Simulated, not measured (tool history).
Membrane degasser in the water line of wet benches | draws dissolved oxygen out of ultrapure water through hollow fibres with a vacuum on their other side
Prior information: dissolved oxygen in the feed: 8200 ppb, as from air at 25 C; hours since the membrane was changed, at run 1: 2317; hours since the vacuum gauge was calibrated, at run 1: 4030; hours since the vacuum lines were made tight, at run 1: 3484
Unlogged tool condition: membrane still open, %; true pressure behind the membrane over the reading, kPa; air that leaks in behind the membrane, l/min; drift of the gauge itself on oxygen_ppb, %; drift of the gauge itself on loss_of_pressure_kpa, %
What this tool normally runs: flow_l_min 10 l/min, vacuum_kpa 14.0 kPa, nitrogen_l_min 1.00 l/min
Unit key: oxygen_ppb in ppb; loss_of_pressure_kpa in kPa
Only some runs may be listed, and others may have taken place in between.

run,hour,flow_l_min,vacuum_kpa,nitrogen_l_min,hours since the membrane was changed,hours since the vacuum gauge was calibrated,hours since the vacuum lines were made tight,oxygen_ppb,loss_of_pressure_kpa
1,0.0,10,14.0,1.00,2317,4030,3484,301.9,40.00
2,86.2,10,14.0,1.00,2403,4117,3570,301.3,40.13
3,166.2,10,14.0,1.00,2483,4197,3650,301.3,39.65
4,249.9,10,14.0,1.00,2567,4280,3733,300.0,39.94
5,289.9,10,14.0,1.00,2607,4320,3773,303.1,39.95
6,340.2,10,14.0,1.00,2657,4371,3824,301.9,39.83
7,423.2,10,10.9,1.00,2740,4454,3907,232.5,40.13
8,506.2,16,14.0,1.00,2823,4537,3990,480.5,64.36
9,559.2,10,14.0,1.00,2876,4590,4043,301.4,40.33
10,611.5,10,14.0,0.44,2929,4642,4095,575.0,40.45
11,671.2,10,14.0,0.44,2988,4702,4155,570.2,40.32
# hour 680.9: seals of the vacuum lines changed
12,750.7,10,14.0,1.03,3066,4779,70,289.4,40.17
13,815.1,10,14.0,0.60,3130,4843,134,441.0,40.63
14,875.1,10,14.0,0.60,3190,4903,194,453.8,40.67
15,935.5,10,14.0,0.60,3251,4964,255,450.1,40.23
16,1016.2,10,14.0,1.70,3331,5045,335,201.2,40.57
17,1093.3,10,14.0,1.70,3409,5122,412,199.1,40.22
18,1164.0,12,14.2,1.00,3479,5192,483,365.6,48.42
19,1232.6,12,14.2,1.00,3548,5261,552,363.0,48.52
20,1292.5,12,14.2,1.00,3608,5321,612,365.6,48.55
21,1369.0,12,14.2,1.00,3684,5397,688,370.1,48.88
22,1440.3,12,14.2,1.00,3755,5469,759,369.4,48.69
23,1504.0,7,26.5,1.61,3819,5532,823,270.1,28.38
24,1578.3,7,13.9,0.42,3894,5607,897,428.9,28.71
25,1652.5,10,14.0,1.96,3968,5681,972,181.4,40.41
26,1704.4,7,10.2,1.96,4020,5733,1024,86.8,28.53
27,1771.1,10,14.0,1.50,4086,5799,1090,221.4,40.80
28,1847.8,10,26.7,1.33,4163,5876,1167,453.7,40.70
29,1927.6,10,26.7,1.33,4243,5956,1247,460.1,40.75
30,2003.3,10,10.6,2.27,4319,6032,1322,129.6,40.67
31,2070.6,9,31.4,0.90,4386,6099,1390,675.9,36.68
32,2147.2,9,31.4,0.90,4462,6176,1466,664.5,37.16

Some steps in oxygen_ppb, run to run, broken into two amounts with sign: the step expected even without the hidden condition (settings, incoming material, random variation), and the rest, left for the hidden condition together with whatever gauge scatter is not in both the measured and the hidden-condition-free result:
Run 11 -> 12: nitrogen_l_min 0.44 -> 1.03, seals of the vacuum lines changed. oxygen_ppb -280.8 ppb: hidden state -17.4, all else -263.4.
Run 22 -> 23: flow_l_min 12 -> 7, vacuum_kpa 14.2 -> 26.5, nitrogen_l_min 1.00 -> 1.61. oxygen_ppb -99.3 ppb: hidden state -12.0, all else -87.3.
Run 23 -> 24: vacuum_kpa 26.5 -> 13.9, nitrogen_l_min 1.61 -> 0.42. oxygen_ppb +158.8 ppb: hidden state +12.8, all else +146.0.
Run 29 -> 30: vacuum_kpa 26.7 -> 10.6, nitrogen_l_min 1.33 -> 2.27. oxygen_ppb -330.5 ppb: hidden state -5.9, all else -324.6.
Run 30 -> 31: flow_l_min 10 -> 9, vacuum_kpa 10.6 -> 31.4, nitrogen_l_min 2.27 -> 0.90. oxygen_ppb +546.3 ppb: hidden state +10.4, all else +535.9.
